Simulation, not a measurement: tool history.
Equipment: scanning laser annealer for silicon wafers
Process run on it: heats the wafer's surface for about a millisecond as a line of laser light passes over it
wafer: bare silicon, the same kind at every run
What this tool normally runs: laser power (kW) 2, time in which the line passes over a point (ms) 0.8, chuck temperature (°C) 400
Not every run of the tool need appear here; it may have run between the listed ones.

run,day,laser power (kW),time in which the line passes over a point (ms),chuck temperature (°C),highest temperature of the surface (°C)
1,0,2,0.8,400,1098
2,0.321,2,0.8,400,1095
3,0.55,2,0.8,400,1091
4,0.921,2,0.8,400,1093
5,1.362,1.715,0.8,400,1000
6,1.654,1.715,0.8,400,1000
7,1.912,1.715,0.8,400,995
8,2.233,2,0.8,400,1094
9,2.646,2,0.8,400,1096
10,2.854,2.199,0.8,400,1157
11,3.221,2.096,0.8,400,1123
12,3.638,2.099,0.8,421,1147
13,3.954,2.148,0.8,398,1141
14,4.388,2.026,0.879,423,1157
15,4.721,1.917,0.934,370,1084
16,5.079,1.917,0.934,370,1083
17,5.329,1.917,0.934,415,1131
18,5.712,1.917,0.934,415,1124
19,6.05,1.731,0.8,383,986

Estimate the outcome of run 20 from the log above:
20,6.467,1.904,0.569,439,?

{"run 20": {"highest temperature of the surface (°C)": 998}}
Had the tool carried no hidden state, the very same run would have given highest temperature of the surface (°C) 1011.

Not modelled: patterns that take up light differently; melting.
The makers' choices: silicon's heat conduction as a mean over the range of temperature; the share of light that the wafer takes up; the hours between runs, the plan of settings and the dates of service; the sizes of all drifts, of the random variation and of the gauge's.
